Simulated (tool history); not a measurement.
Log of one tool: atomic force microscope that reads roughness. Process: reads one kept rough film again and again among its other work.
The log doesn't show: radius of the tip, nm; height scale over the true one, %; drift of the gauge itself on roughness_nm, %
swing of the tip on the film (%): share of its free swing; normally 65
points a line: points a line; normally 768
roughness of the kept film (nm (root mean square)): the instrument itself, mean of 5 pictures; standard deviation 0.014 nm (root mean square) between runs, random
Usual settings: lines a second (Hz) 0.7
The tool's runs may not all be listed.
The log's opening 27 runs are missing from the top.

run	day	lines a second (Hz)	swing of the tip on the film (%)	points a line	pictures with this tip	hours of work since the height scale was calibrated	roughness of the kept film (nm (root mean square))
28	64.367	0.7	65	768	259	295	3.302
29	65.825	1.42	65	272	336	318	3.113
# day 66.875: new tip fitted
30	67.792	0.7	67	870	49	349	3.371
31	69.612	0.7	67	870	145	378	3.338
32	72.7	0.7	67	870	308	428	3.236
# day 74.275: new tip fitted
33	74.725	3.996	83	672	24	460	2.455
34	77.717	1.486	56	359	182	508	3.303
35	80.2	2.697	78	768	314	547	2.7
# day 81.717: new tip fitted
36	81.942	2.697	78	768	12	575	2.862
37	85.046	3.646	59	752	176	624	3.11
38	87.808	3.646	59	752	322	669	3.042
# day 89.029: new tip fitted
39	89.75	3.646	71	342	38	699	2.872
40	93.075	1.352	61	768	214	753	3.251
41	96.246	3.311	58	768	382	803	3.029
# day 96.45: new tip fitted
42	99.454	0.605	64	685	159	854	3.32
43	101.288	0.7	65	394	256	883	3.268
# day 103.758: new tip fitted
44	104.646	0.7	65	394	47	937	3.37
45	106.483	0.597	89	316	144	966	3.127
46	109.538	0.7	70	378	305	1015	3.198
# day 111.312: new tip fitted
47	111.471	0.7	89	355	8	1046	3.124
48	113.762	0.884	56	422	130	1082	3.318
49	115.438	3.719	56	489	218	1109	3.093
50	118.392	2.522	81	276	374	1156	2.602

What if the next run were any one of these 3? Each begins from the tool's condition after run 50:
# day 118.788: new tip fitted
A	120.625	3.816	63	1021	97	1192	?
# day 118.788: new tip fitted
B	120.625	0.578	81	260	97	1192	?
# day 118.788: new tip fitted
C	120.625	0.737	88	610	97	1192	?

run	roughness of the kept film (nm (root mean square))
A	3.019
B	3.236
C	3.115
What these runs would have given with no unlogged condition in the tool:
run	roughness of the kept film (nm (root mean square))
A	3.103
B	3.326
C	3.203

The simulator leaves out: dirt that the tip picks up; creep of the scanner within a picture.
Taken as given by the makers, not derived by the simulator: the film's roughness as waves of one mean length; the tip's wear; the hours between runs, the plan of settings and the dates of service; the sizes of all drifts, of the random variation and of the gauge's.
